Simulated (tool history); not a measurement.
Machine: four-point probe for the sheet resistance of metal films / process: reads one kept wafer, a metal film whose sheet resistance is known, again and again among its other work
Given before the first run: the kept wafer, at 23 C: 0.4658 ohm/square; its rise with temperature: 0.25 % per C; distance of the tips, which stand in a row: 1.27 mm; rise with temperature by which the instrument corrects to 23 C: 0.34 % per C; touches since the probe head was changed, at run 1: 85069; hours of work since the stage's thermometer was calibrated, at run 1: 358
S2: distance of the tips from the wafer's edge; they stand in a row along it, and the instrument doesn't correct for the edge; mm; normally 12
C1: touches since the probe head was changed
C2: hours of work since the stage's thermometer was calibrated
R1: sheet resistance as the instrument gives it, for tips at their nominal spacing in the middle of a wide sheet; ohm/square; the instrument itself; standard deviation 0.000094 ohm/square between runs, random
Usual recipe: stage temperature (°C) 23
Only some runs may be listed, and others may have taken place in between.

Run 1, hour 0.0: usual settings; C1 85069; C2 358. Result: R1 0.468462 ohm/square.
Run 2, hour 18.6: usual settings but S2 9 mm; C1 85677; C2 366. Result: R1 0.470542 ohm/square.
Run 3, hour 36.3: usual settings but S2 7 mm; C1 86255; C2 374. Result: R1 0.473824 ohm/square.
Run 4, hour 55.7: usual settings but S2 3 mm; C1 86888; C2 382. Result: R1 0.506369 ohm/square.
Run 5, hour 68.1: usual settings but S2 3 mm; C1 87293; C2 387. Result: R1 0.506350 ohm/square.
Run 6, hour 83.4: usual settings; C1 87792; C2 394. Result: R1 0.468434 ohm/square.
Run 7, hour 101.8: usual settings; C1 88395; C2 402. Result: R1 0.468421 ohm/square.
Run 8, hour 122.2: usual settings; C1 89060; C2 410. Result: R1 0.468595 ohm/square.
Run 9, hour 143.0: usual settings; C1 89740; C2 419. Result: R1 0.468506 ohm/square.
Run 10, hour 154.9: usual settings; C1 90130; C2 424. Result: R1 0.468563 ohm/square.
Run 11, hour 169.7: usual settings; C1 90615; C2 431. Result: R1 0.468484 ohm/square.
Run 12, hour 181.8: usual settings but stage temperature (°C) 21, S2 13 mm; C1 91008; C2 436. Result: R1 0.469066 ohm/square.
Run 13, hour 194.0: usual settings but S2 22 mm; C1 91406; C2 441. Result: R1 0.466582 ohm/square.
Run 14, hour 208.7: usual settings but S2 22 mm; C1 91887; C2 447. Result: R1 0.466486 ohm/square.
Run 15, hour 230.7: usual settings but S2 36 mm; C1 92606; C2 457. Result: R1 0.466099 ohm/square.
Run 16, hour 246.2: usual settings but stage temperature (°C) 30, S2 4 mm; C1 93111; C2 463. Result: R1 0.486773 ohm/square.

Alternative continuations, all from the tool just after run 16; predict every row:
Run A, hour 262.5: usual settings but stage temperature (°C) 21; C1 93645; C2 470. Result: R1 ?.
Run B, hour 262.5: usual settings but stage temperature (°C) 30, S2 15 mm; C1 93645; C2 470. Result: R1 ?.
Run C, hour 262.5: usual settings but stage temperature (°C) 27, S2 3 mm; C1 93645; C2 470. Result: R1 ?.

run        R1
  A  0.469486
  B  0.464780
  C  0.504586
Without the tool's unlogged condition, the same runs would have read:
run        R1
  A  0.469582
  B  0.464874
  C  0.504687
